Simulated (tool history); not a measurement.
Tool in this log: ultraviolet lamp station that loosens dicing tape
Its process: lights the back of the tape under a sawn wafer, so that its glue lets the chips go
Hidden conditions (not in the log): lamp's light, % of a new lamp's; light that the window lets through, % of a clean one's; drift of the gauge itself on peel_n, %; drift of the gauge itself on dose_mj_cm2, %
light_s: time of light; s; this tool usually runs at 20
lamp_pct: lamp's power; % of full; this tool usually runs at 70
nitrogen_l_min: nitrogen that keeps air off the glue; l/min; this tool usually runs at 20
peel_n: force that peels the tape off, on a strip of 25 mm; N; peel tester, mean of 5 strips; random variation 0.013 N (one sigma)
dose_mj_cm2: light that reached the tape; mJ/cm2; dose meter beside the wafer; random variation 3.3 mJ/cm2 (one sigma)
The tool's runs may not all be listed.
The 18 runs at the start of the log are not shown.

run   hour  light_s  lamp_pct  nitrogen_l_min  hours of work of the lamp  hours of work since the window was cleaned  peel_n  dose_mj_cm2
 19  130.1       20        70              20                        138                                         577   0.565          519
 20  136.7       34        70              20                        143                                         582   0.261          880
 21  142.9       34        70              20                        147                                         586    0.26          870
 22  147.3       24        70              20                        151                                         590   0.435          623
 23  155.3       24        70              20                        157                                         596   0.436          623
 24  161.8       24        70              20                        161                                         601   0.434          626
 25  169.5       24        70              20                        167                                         606   0.448          613
 26  178.6       20        63              14                        174                                         613   0.914          466
 27    188       20        63              14                        181                                         620   0.936          463
 28  197.4       24        70              12                        188                                         627   0.633          623
 29  202.3       33        78               8                        192                                         631   0.381          955
 30    212       33        73              13                        199                                         638   0.312          888
 31  221.5       38        84              20                        206                                         645   0.212         1183
 32  226.8       30        70              15                        210                                         649    0.34          784
 33  236.3       30        96              32                        218                                         657   0.194         1064
 34    242       30        96              32                        222                                         661   0.208         1072
 35  250.2       17        78              32                        228                                         667   0.479          492
 36  257.9       25        92               7                        234                                         673   0.505          845
 37  263.5       23        79              27                        238                                         677   0.331          668
 38  270.6       19        65               7                        243                                         682   1.416          454
 39  277.5       19        84              10                        249                                         688   0.729          587
       287  -- window cleaned of glue's vapour
 40    287       22        70               8                        255                                           0   0.928          570
 41  295.4       30        93              17                        262                                           6   0.236         1036
 42  305.1       30        93              10                        269                                          14   0.303         1036
 43  310.2       30        93              10                        273                                          17   0.298         1031

4 options for the next run, each taken on its own from the tool as it stands now. Forecast them:
  A  315.9       27        96              20                        277                                          22       ?            ?
  B  315.9       27        70              19                        277                                          22       ?            ?
  C  315.9       16        70              12                        277                                          22       ?            ?
  D  315.9       30        93              12                        277                                          22       ?            ?

run  peel_n  dose_mj_cm2
  A   0.226          958
  B   0.363          699
  C   1.189          416
  D   0.262         1043
With the hidden condition removed and each run's random variation left untouched, the same runs would have given:
run  peel_n  dose_mj_cm2
  A   0.226          959
  B   0.362          700
  C   1.187          416
  D   0.262         1045

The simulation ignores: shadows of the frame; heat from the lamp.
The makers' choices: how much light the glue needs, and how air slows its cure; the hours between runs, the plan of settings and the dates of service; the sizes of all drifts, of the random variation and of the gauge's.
